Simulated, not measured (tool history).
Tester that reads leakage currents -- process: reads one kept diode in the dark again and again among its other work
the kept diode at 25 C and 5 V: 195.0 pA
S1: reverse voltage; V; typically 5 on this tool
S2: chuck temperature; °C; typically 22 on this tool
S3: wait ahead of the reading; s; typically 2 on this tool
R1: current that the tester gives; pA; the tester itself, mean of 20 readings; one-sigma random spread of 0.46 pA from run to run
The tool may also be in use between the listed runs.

{"run": 1, "hour": 0.0, "S1": 5, "S2": 22, "S3": 2, "R1": 149.14}
{"run": 2, "hour": 52.7, "S1": 5, "S2": 22, "S3": 2, "R1": 148.66}
{"run": 3, "hour": 98.3, "S1": 5, "S2": 22, "S3": 2, "R1": 147.91}
{"run": 4, "hour": 123.2, "S1": 5, "S2": 22, "S3": 2, "R1": 147.78}
{"run": 5, "hour": 172.5, "S1": 5, "S2": 22, "S3": 2, "R1": 148.58}
{"run": 6, "hour": 210.2, "S1": 5, "S2": 43, "S3": 2, "R1": 714.78}
{"run": 7, "hour": 234.9, "S1": 5, "S2": 22, "S3": 2, "R1": 147.8}
{"run": 8, "hour": 274.1, "S1": 5, "S2": 31, "S3": 2, "R1": 296.99}
{"run": 9, "hour": 307.3, "S1": 4.29, "S2": 22, "S3": 2, "R1": 139.12}
{"run": 10, "hour": 349.6, "S1": 5, "S2": 21, "S3": 0.9, "R1": 135.52}
{"run": 11, "hour": 372.1, "S1": 5, "S2": 21, "S3": 0.9, "R1": 135.81}
{"run": 12, "hour": 395.4, "S1": 5, "S2": 21, "S3": 0.9, "R1": 135.17}
{"run": 13, "hour": 434.2, "S1": 3.78, "S2": 25, "S3": 1.82, "R1": 168.89}
{"run": 14, "hour": 462.3, "S1": 5, "S2": 33, "S3": 1, "R1": 341.35}

Branching from run 14: 5 alternative next runs. What would each branch give?
{"run": "A", "hour": 488.8, "S1": 1.97, "S2": 41, "S3": 2, "R1": "?"}
{"run": "B", "hour": 488.8, "S1": 2.59, "S2": 22, "S3": 2, "R1": "?"}
{"run": "C", "hour": 488.8, "S1": 5, "S2": 35, "S3": 1, "R1": "?"}
{"run": "D", "hour": 488.8, "S1": 3.15, "S2": 55, "S3": 3.99, "R1": "?"}
{"run": "E", "hour": 488.8, "S1": 5, "S2": 23, "S3": 2, "R1": "?"}

run=A R1=444.38
run=B R1=116.23
run=C R1=396.76
run=D R1=1351.23
run=E R1=158.33
Without the tool's unlogged condition, the same runs would have read:
run=A R1=468.47
run=B R1=122.79
run=C R1=418.18
run=D R1=1418.94
run=E R1=166.75
